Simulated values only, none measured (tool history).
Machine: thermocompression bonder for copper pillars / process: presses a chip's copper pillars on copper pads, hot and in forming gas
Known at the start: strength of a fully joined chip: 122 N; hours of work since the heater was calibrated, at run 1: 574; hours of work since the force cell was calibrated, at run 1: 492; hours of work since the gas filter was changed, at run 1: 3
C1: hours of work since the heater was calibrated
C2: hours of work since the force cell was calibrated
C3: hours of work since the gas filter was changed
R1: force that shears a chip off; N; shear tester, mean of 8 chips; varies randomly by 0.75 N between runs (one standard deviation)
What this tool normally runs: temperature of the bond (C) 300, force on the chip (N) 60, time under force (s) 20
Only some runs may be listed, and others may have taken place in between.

{"run": 1, "hour": 0.0, "temperature of the bond (C)": 300, "force on the chip (N)": 60, "time under force (s)": 20, "C1": 574, "C2": 492, "C3": 3, "R1": 54.9}
{"run": 2, "hour": 55.4, "temperature of the bond (C)": 300, "force on the chip (N)": 52, "time under force (s)": 20, "C1": 607, "C2": 526, "C3": 36, "R1": 49.8}
{"hour": 63.9, "done": "heater calibrated with a thermocouple chip"}
{"run": 3, "hour": 101.1, "temperature of the bond (C)": 300, "force on the chip (N)": 61, "time under force (s)": 20, "C1": 22, "C2": 552, "C3": 62, "R1": 56.5}
{"run": 4, "hour": 169.7, "temperature of the bond (C)": 300, "force on the chip (N)": 61, "time under force (s)": 20, "C1": 64, "C2": 594, "C3": 104, "R1": 54.7}
{"hour": 180.9, "done": "forming gas filter changed"}
{"run": 5, "hour": 250.0, "temperature of the bond (C)": 300, "force on the chip (N)": 61, "time under force (s)": 20, "C1": 112, "C2": 642, "C3": 42, "R1": 54.4}
{"run": 6, "hour": 309.7, "temperature of the bond (C)": 300, "force on the chip (N)": 61, "time under force (s)": 20, "C1": 148, "C2": 678, "C3": 78, "R1": 55.5}
{"run": 7, "hour": 352.5, "temperature of the bond (C)": 300, "force on the chip (N)": 61, "time under force (s)": 20, "C1": 174, "C2": 704, "C3": 104, "R1": 55.2}
{"hour": 362.8, "done": "forming gas filter changed"}
{"run": 8, "hour": 392.9, "temperature of the bond (C)": 300, "force on the chip (N)": 60, "time under force (s)": 12, "C1": 198, "C2": 728, "C3": 18, "R1": 44.7}
{"run": 9, "hour": 437.7, "temperature of the bond (C)": 270, "force on the chip (N)": 60, "time under force (s)": 30, "C1": 225, "C2": 755, "C3": 45, "R1": 40.9}
{"run": 10, "hour": 517.3, "temperature of the bond (C)": 270, "force on the chip (N)": 69, "time under force (s)": 35, "C1": 273, "C2": 803, "C3": 93, "R1": 46.1}

Predict the results of run 11:
{"hour": 548.5, "done": "forming gas filter changed"}
{"run": 11, "hour": 598.0, "temperature of the bond (C)": 270, "force on the chip (N)": 69, "time under force (s)": 15, "C1": 322, "C2": 851, "C3": 30, "R1": "?"}

{"run 11": {"R1": 33.6}}
On a tool with no hidden condition, and with the same random variation, this run would have come out at R1 33.7 N.
